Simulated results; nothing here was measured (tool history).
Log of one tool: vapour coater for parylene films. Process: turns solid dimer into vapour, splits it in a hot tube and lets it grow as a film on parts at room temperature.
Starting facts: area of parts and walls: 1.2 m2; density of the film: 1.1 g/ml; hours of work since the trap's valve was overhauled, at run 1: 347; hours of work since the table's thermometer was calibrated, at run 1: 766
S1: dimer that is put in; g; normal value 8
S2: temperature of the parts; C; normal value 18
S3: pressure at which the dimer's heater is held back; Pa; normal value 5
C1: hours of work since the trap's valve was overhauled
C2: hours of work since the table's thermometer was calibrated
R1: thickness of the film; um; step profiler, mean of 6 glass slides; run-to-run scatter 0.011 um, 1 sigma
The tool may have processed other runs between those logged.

run 1 hour=0 | S1=8 S2=18 S3=5 | C1=347 C2=766 | R1=3.31
run 2 hour=77 | S1=8 S2=18 S3=5 | C1=381 C2=800 | R1=3.29
run 3 hour=153.9 | S1=8 S2=23 S3=5 | C1=415 C2=834 | R1=2.88
run 4 hour=226.6 | S1=8 S2=18 S3=5 | C1=447 C2=866 | R1=3.31
run 5 hour=293.4 | S1=8 S2=18 S3=5 | C1=476 C2=896 | R1=3.31
run 6 hour=339.9 | S1=8 S2=18 S3=5 | C1=497 C2=916 | R1=3.28
run 7 hour=401.9 | S1=4 S2=18 S3=5 | C1=524 C2=943 | R1=1.64
run 8 hour=439.2 | S1=4 S2=18 S3=5 | C1=541 C2=960 | R1=1.66
run 9 hour=478.2 | S1=12 S2=15 S3=5 | C1=558 C2=977 | R1=5.35
run 10 hour=528.2 | S1=4 S2=18 S3=2.5 | C1=580 C2=999 | R1=1.72
run 11 hour=591.5 | S1=3 S2=12 S3=10.69 | C1=608 C2=1027 | R1=1.39
run 12 hour=650.6 | S1=4 S2=27 S3=4.26 | C1=634 C2=1053 | R1=1.3
run 13 hour=686.5 | S1=11 S2=18 S3=5 | C1=650 C2=1069 | R1=4.5

Forecast each of these 4 alternatives for the next run:
run A hour=763 | S1=8 S2=18 S3=5.34 | C1=683 C2=1103 | R1=?
run B hour=763 | S1=14 S2=13 S3=7.14 | C1=683 C2=1103 | R1=?
run C hour=763 | S1=8 S2=18 S3=2.11 | C1=683 C2=1103 | R1=?
run D hour=763 | S1=11 S2=18 S3=2.46 | C1=683 C2=1103 | R1=?

run=A R1=3.29
run=B R1=6.45
run=C R1=3.44
run=D R1=4.7
What these runs would have given with no unlogged condition in the tool:
run=A R1=3.33
run=B R1=6.51
run=C R1=3.47
run=D R1=4.74

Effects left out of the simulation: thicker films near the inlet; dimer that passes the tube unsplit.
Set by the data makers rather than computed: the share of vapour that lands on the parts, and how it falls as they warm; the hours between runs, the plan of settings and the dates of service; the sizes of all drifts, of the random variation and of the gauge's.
